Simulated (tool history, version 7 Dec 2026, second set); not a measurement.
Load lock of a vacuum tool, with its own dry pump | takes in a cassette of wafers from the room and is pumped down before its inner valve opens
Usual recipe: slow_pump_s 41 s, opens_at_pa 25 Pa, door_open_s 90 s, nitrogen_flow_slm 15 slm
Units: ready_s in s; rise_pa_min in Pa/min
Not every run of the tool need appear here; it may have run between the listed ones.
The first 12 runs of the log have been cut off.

| run | hour | slow_pump_s | opens_at_pa | door_open_s | nitrogen_flow_slm | incoming humidity of the room's air, % | ready_s | rise_pa_min |
|---|---|---|---|---|---|---|---|---|
| 13 | 3607.7 | 41 | 25 | 90 | 9 | 44.8 | 101.4 | 0.132 |
| 14 | 3863.1 | 41 | 25 | 90 | 15 | 45.8 | 103.2 | 0.12 |
| 15 | 4057.3 | 41 | 25 | 90 | 15 | 44.5 | 101.9 | 0.129 |
| 16 | 4299.3 | 41 | 25 | 90 | 15 | 43.9 | 101.6 | 0.132 |
| 17 | 4540.2 | 41 | 25 | 90 | 7 | 46.5 | 103.8 | 0.141 |
| 18 | 4959.3 | 41 | 25 | 90 | 7 | 45.4 | 103.4 | 0.146 |
| 19 | 5328.2 | 41 | 25 | 90 | 7 | 43 | 104.9 | 0.138 |
| 20 | 5668.9 | 72 | 25 | 115 | 15 | 48.8 | 126 | 0.147 |
| 21 | 5949.6 | 72 | 25 | 86 | 15 | 48.2 | 126.2 | 0.137 |
| 22 | 6228.8 | 72 | 25 | 86 | 15 | 46.7 | 125.2 | 0.139 |
| 23 | 6539.9 | 53 | 46 | 150 | 15 | 48.8 | 108.3 | 0.162 |
| 24 | 6900.1 | 74 | 25 | 108 | 15 | 44.2 | 127.4 | 0.145 |
| 25 | 7237.9 | 74 | 25 | 108 | 15 | 44.8 | 127.9 | 0.148 |
| 26 | 7575.8 | 41 | 25 | 109 | 15 | 42.9 | 108.2 | 0.148 |
| 27 | 7939.1 | 41 | 25 | 109 | 15 | 44.3 | 108.8 | 0.156 |
| 28 | 8301.4 | 68 | 31 | 47 | 7 | 45 | 124.8 | 0.145 |
| 29 | 8508 | 33 | 42 | 187 | 5 | 42.1 | 98.5 | 0.177 |
| 30 | 8918.7 | 41 | 23 | 237 | 9 | 43.4 | 111.2 | 0.177 |
| 31 | 9141.3 | 41 | 23 | 237 | 9 | 46.7 | 111.5 | 0.191 |
| 32 | 9436.2 | 30 | 25 | 127 | 7 | 45.2 | 103.3 | 0.178 |
| 33 | 9710.8 | 30 | 38 | 74 | 11 | 49.8 | 98 | 0.171 |
| 34 | 10146.4 | 30 | 38 | 74 | 11 | 46.6 | 101.1 | 0.171 |
| 35 | 10473.3 | 30 | 38 | 74 | 11 | 46.4 | 100.6 | 0.173 |
| 36 | 10689.4 | 30 | 38 | 74 | 11 | 45.4 | 101.2 | 0.172 |

Predict each of these 4 candidate next runs independently; none follows another, all start after run 36:
| A | 10904.3 | 30 | 38 | 74 | 5 | 45.8 | ? | ? |
| B | 10904.3 | 80 | 18 | 67 | 11 | 42.4 | ? | ? |
| C | 10904.3 | 56 | 48 | 111 | 15 | 42.1 | ? | ? |
| D | 10904.3 | 59 | 29 | 74 | 11 | 44.8 | ? | ? |

| run | ready_s | rise_pa_min |
|---|---|---|
| A | 102.6 | 0.18 |
| B | 140.6 | 0.175 |
| C | 115 | 0.173 |
| D | 123.5 | 0.17 |
With the hidden condition removed and each run's random variation left untouched, the same runs would have given:
| run | ready_s | rise_pa_min |
|---|---|---|
| A | 87.9 | 0.064 |
| B | 128.2 | 0.057 |
| C | 102.9 | 0.055 |
| D | 110.5 | 0.054 |
